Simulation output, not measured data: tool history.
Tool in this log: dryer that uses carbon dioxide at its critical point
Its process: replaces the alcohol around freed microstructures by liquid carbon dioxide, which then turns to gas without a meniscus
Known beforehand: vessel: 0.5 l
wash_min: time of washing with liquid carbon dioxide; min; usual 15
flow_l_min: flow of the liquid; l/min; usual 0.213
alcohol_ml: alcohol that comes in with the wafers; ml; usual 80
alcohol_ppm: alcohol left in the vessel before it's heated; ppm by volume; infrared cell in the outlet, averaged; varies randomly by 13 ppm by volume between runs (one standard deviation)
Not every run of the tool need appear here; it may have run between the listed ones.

run,hour,wash_min,flow_l_min,alcohol_ml,alcohol_ppm
1,0.0,15,0.213,80,865
2,14.5,15,0.213,79,892
3,24.9,15,0.213,80,885
4,35.0,15,0.213,80,873
5,51.6,15,0.213,80,896
6,60.7,15,0.213,80,882
7,75.2,15,0.213,80,906
8,86.8,15,0.213,80,884
9,101.4,15,0.213,80,877
10,115.2,15,0.177,80,2073
11,124.2,15,0.241,80,488
12,132.7,15,0.232,30,234
13,149.8,11,0.329,26,194
14,160.1,10,0.213,80,4991
15,170.8,15,0.266,80,287
16,180.7,15,0.218,80,811
17,190.7,15,0.218,80,805
18,208.3,16,0.204,106,1044
19,225.3,15,0.213,80,914
20,234.0,15,0.342,116,107
21,244.2,17,0.182,31,415

Consider 3 possible next runs. They are alternatives, not a sequence: every one starts from the tool as it was left by run 21. What does each give?
A,253.2,15,0.261,80,?
B,253.2,15,0.257,80,?
C,253.2,13,0.182,31,?

run,alcohol_ppm
A,325
B,358
C,1335
With the hidden condition removed and each run's random variation left untouched, the same runs would have given:
run,alcohol_ppm
A,268
B,298
C,1215
